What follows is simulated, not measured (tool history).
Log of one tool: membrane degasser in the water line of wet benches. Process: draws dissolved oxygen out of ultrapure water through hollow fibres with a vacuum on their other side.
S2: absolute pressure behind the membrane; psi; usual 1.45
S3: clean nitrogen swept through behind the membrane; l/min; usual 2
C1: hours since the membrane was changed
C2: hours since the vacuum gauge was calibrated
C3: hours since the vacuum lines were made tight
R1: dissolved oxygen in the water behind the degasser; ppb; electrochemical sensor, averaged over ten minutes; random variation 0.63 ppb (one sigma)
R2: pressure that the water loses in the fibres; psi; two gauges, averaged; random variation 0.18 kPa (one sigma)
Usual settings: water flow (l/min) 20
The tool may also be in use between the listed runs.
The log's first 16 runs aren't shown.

{"run": 17, "day": 42.25, "water flow (l/min)": 19, "S2": 1.15, "S3": 2, "C1": 4091, "C2": 2832, "C3": 679, "R1": 110.3, "R2": 7.229}
{"run": 18, "day": 44.433, "water flow (l/min)": 21, "S2": 1.46, "S3": 2, "C1": 4143, "C2": 2885, "C3": 731, "R1": 177.4, "R2": 8.005}
{"run": 19, "day": 47.662, "water flow (l/min)": 21, "S2": 1.64, "S3": 2, "C1": 4221, "C2": 2962, "C3": 808, "R1": 206.5, "R2": 8.058}
{"run": 20, "day": 49.988, "water flow (l/min)": 16, "S2": 1, "S3": 1.81, "C1": 4276, "C2": 3018, "C3": 864, "R1": 80.1, "R2": 6.163}
{"run": 21, "day": 52.771, "water flow (l/min)": 16, "S2": 1, "S3": 1.81, "C1": 4343, "C2": 3085, "C3": 931, "R1": 80, "R2": 6.135}
{"run": 22, "day": 55.017, "water flow (l/min)": 26, "S2": 1.45, "S3": 5.8, "C1": 4397, "C2": 3139, "C3": 985, "R1": 98.9, "R2": 9.951}
{"run": 23, "day": 57.004, "water flow (l/min)": 26, "S2": 1.45, "S3": 5.8, "C1": 4445, "C2": 3186, "C3": 1033, "R1": 99.1, "R2": 9.938}
{"run": 24, "day": 58.758, "water flow (l/min)": 26, "S2": 1.45, "S3": 5.8, "C1": 4487, "C2": 3228, "C3": 1075, "R1": 99, "R2": 9.912}
{"run": 25, "day": 61.408, "water flow (l/min)": 20, "S2": 1.94, "S3": 2.97, "C1": 4551, "C2": 3292, "C3": 1138, "R1": 174.7, "R2": 7.617}
{"run": 26, "day": 63.167, "water flow (l/min)": 29, "S2": 1.45, "S3": 0.9, "C1": 4593, "C2": 3334, "C3": 1181, "R1": 483.6, "R2": 11.065}
{"run": 27, "day": 64.842, "water flow (l/min)": 25, "S2": 1.2, "S3": 0.93, "C1": 4633, "C2": 3374, "C3": 1221, "R1": 311.3, "R2": 9.548}
{"run": 28, "day": 66.742, "water flow (l/min)": 14, "S2": 1.29, "S3": 1.58, "C1": 4679, "C2": 3420, "C3": 1266, "R1": 122.6, "R2": 5.366}
{"run": 29, "day": 69.571, "water flow (l/min)": 18, "S2": 0.99, "S3": 1.18, "C1": 4746, "C2": 3488, "C3": 1334, "R1": 132.7, "R2": 6.873}
{"run": 30, "day": 71.842, "water flow (l/min)": 24, "S2": 1.6, "S3": 1.84, "C1": 4801, "C2": 3542, "C3": 1389, "R1": 254.2, "R2": 9.078}
{"run": 31, "day": 74.362, "water flow (l/min)": 15, "S2": 2.52, "S3": 4.42, "C1": 4861, "C2": 3603, "C3": 1449, "R1": 122.6, "R2": 5.684}
{"run": 32, "day": 77.538, "water flow (l/min)": 16, "S2": 3.58, "S3": 2, "C1": 4938, "C2": 3679, "C3": 1526, "R1": 411.5, "R2": 6.11}

4 ways to go on from here, each from the tool as it stands after run 32. What would each give?
{"run": "A", "day": 79.946, "water flow (l/min)": 15, "S2": 2.38, "S3": 2, "C1": 4995, "C2": 3737, "C3": 1583, "R1": "?", "R2": "?"}
{"run": "B", "day": 79.946, "water flow (l/min)": 20, "S2": 0.97, "S3": 1.79, "C1": 4995, "C2": 3737, "C3": 1583, "R1": "?", "R2": "?"}
{"run": "C", "day": 79.946, "water flow (l/min)": 12, "S2": 3.58, "S3": 2, "C1": 4995, "C2": 3737, "C3": 1583, "R1": "?", "R2": "?"}
{"run": "D", "day": 79.946, "water flow (l/min)": 20, "S2": 1.45, "S3": 1.18, "C1": 4995, "C2": 3737, "C3": 1583, "R1": "?", "R2": "?"}

run=A R1=241.1 R2=5.719
run=B R1=101.8 R2=7.649
run=C R1=316.2 R2=4.608
run=D R1=271.8 R2=7.603
Without the tool's hidden state the same runs would have given:
run=A R1=231.5 R2=5.719
run=B R1=97.8 R2=7.648
run=C R1=303.6 R2=4.608
run=D R1=261 R2=7.601

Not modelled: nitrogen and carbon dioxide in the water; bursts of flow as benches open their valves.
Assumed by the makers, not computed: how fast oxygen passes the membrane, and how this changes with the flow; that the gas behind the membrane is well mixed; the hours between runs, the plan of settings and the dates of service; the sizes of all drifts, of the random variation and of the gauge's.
